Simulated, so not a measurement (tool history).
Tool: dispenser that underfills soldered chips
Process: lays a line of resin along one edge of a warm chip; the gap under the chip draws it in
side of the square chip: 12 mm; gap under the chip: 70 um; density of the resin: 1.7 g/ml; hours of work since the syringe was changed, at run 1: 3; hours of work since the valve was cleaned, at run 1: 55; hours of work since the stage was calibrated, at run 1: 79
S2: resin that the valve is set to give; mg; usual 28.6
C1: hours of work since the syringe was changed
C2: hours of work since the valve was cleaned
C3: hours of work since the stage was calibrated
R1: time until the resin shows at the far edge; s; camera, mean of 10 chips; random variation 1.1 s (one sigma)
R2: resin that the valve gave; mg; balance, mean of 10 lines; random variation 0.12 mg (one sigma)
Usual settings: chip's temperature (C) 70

run 1 hour=0 | chip's_temperature_(C)=70 S2=28.6 | C1=3 C2=55 C3=79 | R1=133.1 R2=27.49
run 2 hour=2.4 | chip's_temperature_(C)=70 S2=28.6 | C1=4 C2=57 C3=80 | R1=148.1 R2=27.5
-- hour=4.5 new syringe of resin
run 3 hour=5.3 | chip's_temperature_(C)=70 S2=28.6 | C1=0 C2=58 C3=82 | R1=108.1 R2=27.28
run 4 hour=10.5 | chip's_temperature_(C)=70 S2=28.6 | C1=4 C2=61 C3=85 | R1=135.4 R2=27.32
run 5 hour=13.1 | chip's_temperature_(C)=70 S2=35.3 | C1=5 C2=63 C3=87 | R1=152.1 R2=33.85
-- hour=13.8 new syringe of resin
run 6 hour=18.3 | chip's_temperature_(C)=70 S2=28.6 | C1=3 C2=66 C3=90 | R1=129 R2=27.35
run 7 hour=20.8 | chip's_temperature_(C)=70 S2=28.6 | C1=4 C2=68 C3=91 | R1=142.6 R2=26.96
-- hour=23.1 new syringe of resin
run 8 hour=23.9 | chip's_temperature_(C)=70 S2=28.6 | C1=0 C2=69 C3=93 | R1=105.3 R2=27.04
run 9 hour=26.7 | chip's_temperature_(C)=83 S2=28.6 | C1=2 C2=71 C3=95 | R1=73.6 R2=27.2
run 10 hour=31.4 | chip's_temperature_(C)=83 S2=28.6 | C1=5 C2=74 C3=98 | R1=89.6 R2=26.96
-- hour=32.6 new syringe of resin
run 11 hour=36.9 | chip's_temperature_(C)=83 S2=28.6 | C1=3 C2=77 C3=101 | R1=74.9 R2=27.13
run 12 hour=40.5 | chip's_temperature_(C)=83 S2=28.6 | C1=5 C2=80 C3=103 | R1=88.7 R2=27.05
-- hour=41.9 new syringe of resin
run 13 hour=44.8 | chip's_temperature_(C)=83 S2=28.6 | C1=2 C2=82 C3=106 | R1=69.6 R2=27.05
run 14 hour=48 | chip's_temperature_(C)=83 S2=28.6 | C1=4 C2=84 C3=108 | R1=83.8 R2=26.84
-- hour=51.3 new syringe of resin
run 15 hour=52.5 | chip's_temperature_(C)=83 S2=28.6 | C1=1 C2=87 C3=110 | R1=66.8 R2=26.95
run 16 hour=55.4 | chip's_temperature_(C)=83 S2=27.7 | C1=3 C2=88 C3=112 | R1=78.2 R2=25.9
run 17 hour=58 | chip's_temperature_(C)=74 S2=28.6 | C1=4 C2=90 C3=114 | R1=120.5 R2=26.65
-- hour=60.5 new syringe of resin
run 18 hour=63.2 | chip's_temperature_(C)=70 S2=28.6 | C1=2 C2=93 C3=117 | R1=119.4 R2=26.96
run 19 hour=67 | chip's_temperature_(C)=70 S2=28.6 | C1=4 C2=96 C3=119 | R1=140.1 R2=26.74
-- hour=69.9 new syringe of resin
run 20 hour=71.3 | chip's_temperature_(C)=82 S2=28.3 | C1=1 C2=98 C3=122 | R1=69 R2=26.38
run 21 hour=76.1 | chip's_temperature_(C)=76 S2=36.1 | C1=4 C2=101 C3=125 | R1=104.8 R2=33.6
-- hour=79 new syringe of resin
run 22 hour=79 | chip's_temperature_(C)=63 S2=36.7 | C1=0 C2=103 C3=126 | R1=136.9 R2=33.86
run 23 hour=81.6 | chip's_temperature_(C)=62 S2=31.8 | C1=2 C2=104 C3=128 | R1=163.6 R2=29.67
-- hour=83.5 dispensing valve cleaned and set on the balance
run 24 hour=87 | chip's_temperature_(C)=62 S2=31.8 | C1=4 C2=2 C3=131 | R1=197.4 R2=31.75
-- hour=89.4 new syringe of resin
run 25 hour=90 | chip's_temperature_(C)=64 S2=35.5 | C1=0 C2=4 C3=132 | R1=135.3 R2=35.49
run 26 hour=93.7 | chip's_temperature_(C)=62 S2=32.8 | C1=3 C2=6 C3=135 | R1=173.9 R2=32.57
run 27 hour=96.9 | chip's_temperature_(C)=62 S2=32.8 | C1=5 C2=8 C3=137 | R1=204.5 R2=32.72
-- hour=98.8 new syringe of resin
run 28 hour=100.1 | chip's_temperature_(C)=64 S2=30.2 | C1=1 C2=10 C3=138 | R1=138.4 R2=29.93
run 29 hour=105.4 | chip's_temperature_(C)=77 S2=27.7 | C1=4 C2=13 C3=142 | R1=104.6 R2=27.42
-- hour=108 new syringe of resin
run 30 hour=108 | chip's_temperature_(C)=55 S2=31.6 | C1=0 C2=15 C3=143 | R1=197.8 R2=31.23
run 31 hour=111.6 | chip's_temperature_(C)=66 S2=34 | C1=2 C2=17 C3=145 | R1=140.9 R2=33.57
run 32 hour=114.7 | chip's_temperature_(C)=66 S2=27.7 | C1=4 C2=19 C3=147 | R1=167 R2=27.32
-- hour=117.1 new syringe of resin
run 33 hour=118 | chip's_temperature_(C)=76 S2=26 | C1=1 C2=21 C3=149 | R1=85.4 R2=25.63
run 34 hour=123.5 | chip's_temperature_(C)=70 S2=31.6 | C1=4 C2=24 C3=153 | R1=135 R2=31.42
-- hour=126.3 new syringe of resin
run 35 hour=129.1 | chip's_temperature_(C)=71 S2=31.2 | C1=2 C2=27 C3=156 | R1=113 R2=30.87

How the hidden state differs across the entries between the runs, from the last listed run before each to the first after it:
Between runs 2 and 3: new syringe of resin (hour 4.5)
  resin's viscosity, % of fresh resin's: 141.4 -> 102.7; dose that the valve gives, % of what is set: 95.92 -> 95.82; true chip temperature over the reading, C: 0.79 -> 0.8
  measured less the result without the state, R1: +40.3 -> -0.3 s; R2: -1.16 -> -1.18 mg
Between runs 5 and 6: new syringe of resin (hour 13.8)
  resin's viscosity, % of fresh resin's: 147.1 -> 122.2; dose that the valve gives, % of what is set: 95.51 -> 95.31; true chip temperature over the reading, C: 0.83 -> 0.85
  measured less the result without the state, R1: +45.1 -> +20.2 s; R2: -1.59 -> -1.34 mg
Between runs 7 and 8: new syringe of resin (hour 23.1)
  resin's viscosity, % of fresh resin's: 137.3 -> 102.4; dose that the valve gives, % of what is set: 95.2 -> 95.07; true chip temperature over the reading, C: 0.86 -> 0.87
  measured less the result without the state, R1: +35.5 -> -0.7 s; R2: -1.36 -> -1.4 mg
Between runs 10 and 11: new syringe of resin (hour 32.6)
  resin's viscosity, % of fresh resin's: 145.3 -> 121.3; dose that the valve gives, % of what is set: 94.77 -> 94.54; true chip temperature over the reading, C: 0.9 -> 0.92
  measured less the result without the state, R1: +26.1 -> +11.3 s; R2: -1.49 -> -1.57 mg
Between runs 12 and 13: new syringe of resin (hour 41.9)
  resin's viscosity, % of fresh resin's: 143.3 -> 115.2; dose that the valve gives, % of what is set: 94.39 -> 94.21; true chip temperature over the reading, C: 0.93 -> 0.94
  measured less the result without the state, R1: +24.8 -> +7.4 s; R2: -1.61 -> -1.66 mg
Between runs 14 and 15: new syringe of resin (hour 51.3)
  resin's viscosity, % of fresh resin's: 134.1 -> 107.6; dose that the valve gives, % of what is set: 94.07 -> 93.9; true chip temperature over the reading, C: 0.96 -> 0.97
  measured less the result without the state, R1: +19.5 -> +2.8 s; R2: -1.69 -> -1.76 mg
Between runs 17 and 18: new syringe of resin (hour 60.5)
  resin's viscosity, % of fresh resin's: 138.8 -> 114.4; dose that the valve gives, % of what is set: 93.66 -> 93.45; true chip temperature over the reading, C: 0.99 -> 1.01
  measured less the result without the state, R1: +30.8 -> +11.2 s; R2: -1.8 -> -1.89 mg
Between runs 19 and 20: new syringe of resin (hour 69.9)
  resin's viscosity, % of fresh resin's: 136.3 -> 105.5; dose that the valve gives, % of what is set: 93.3 -> 93.14; true chip temperature over the reading, C: 1.03 -> 1.05
  measured less the result without the state, R1: +33.7 -> +1.4 s; R2: -1.92 -> -1.95 mg
Between runs 21 and 22: new syringe of resin (hour 79)
  resin's viscosity, % of fresh resin's: 132.2 -> 99.9; dose that the valve gives, % of what is set: 92.95 -> 92.84; true chip temperature over the reading, C: 1.06 -> 1.07
  measured less the result without the state, R1: +22.1 -> -6.4 s; R2: -2.55 -> -2.62 mg
Between runs 23 and 24: dispensing valve cleaned and set on the balance (hour 83.5)
  resin's viscosity, % of fresh resin's: 112.5 -> 138.4; dose that the valve gives, % of what is set: 92.74 -> 99.98; true chip temperature over the reading, C: 1.08 -> 1.1
  measured less the result without the state, R1: +11.8 -> +47.7 s; R2: -2.32 -> +0 mg
Between runs 24 and 25: new syringe of resin (hour 89.4)
  resin's viscosity, % of fresh resin's: 138.4 -> 103.6; dose that the valve gives, % of what is set: 99.98 -> 99.87; true chip temperature over the reading, C: 1.1 -> 1.11
  measured less the result without the state, R1: +47.7 -> -1.7 s; R2: +0 -> -0.05 mg
Between runs 27 and 28: new syringe of resin (hour 98.8)
  resin's viscosity, % of fresh resin's: 142.6 -> 107.1; dose that the valve gives, % of what is set: 99.6 -> 99.49; true chip temperature over the reading, C: 1.14 -> 1.15
  measured less the result without the state, R1: +53.8 -> +2.7 s; R2: -0.14 -> -0.15 mg
Between runs 29 and 30: new syringe of resin (hour 108)
  resin's viscosity, % of fresh resin's: 136.8 -> 100.3; dose that the valve gives, % of what is set: 99.29 -> 99.19; true chip temperature over the reading, C: 1.17 -> 1.18
  measured less the result without the state, R1: +24.6 -> -10.1 s; R2: -0.2 -> -0.26 mg
Between runs 32 and 33: new syringe of resin (hour 117.1)
  resin's viscosity, % of fresh resin's: 137.3 -> 104.3; dose that the valve gives, % of what is set: 98.91 -> 98.78; true chip temperature over the reading, C: 1.2 -> 1.22
  measured less the result without the state, R1: +39.1 -> -0.4 s; R2: -0.3 -> -0.32 mg
Between runs 34 and 35: new syringe of resin (hour 126.3)
  resin's viscosity, % of fresh resin's: 134.5 -> 115.1; dose that the valve gives, % of what is set: 98.56 -> 98.33; true chip temperature over the reading, C: 1.24 -> 1.26
  measured less the result without the state, R1: +29.3 -> +9.7 s; R2: -0.46 -> -0.52 mg

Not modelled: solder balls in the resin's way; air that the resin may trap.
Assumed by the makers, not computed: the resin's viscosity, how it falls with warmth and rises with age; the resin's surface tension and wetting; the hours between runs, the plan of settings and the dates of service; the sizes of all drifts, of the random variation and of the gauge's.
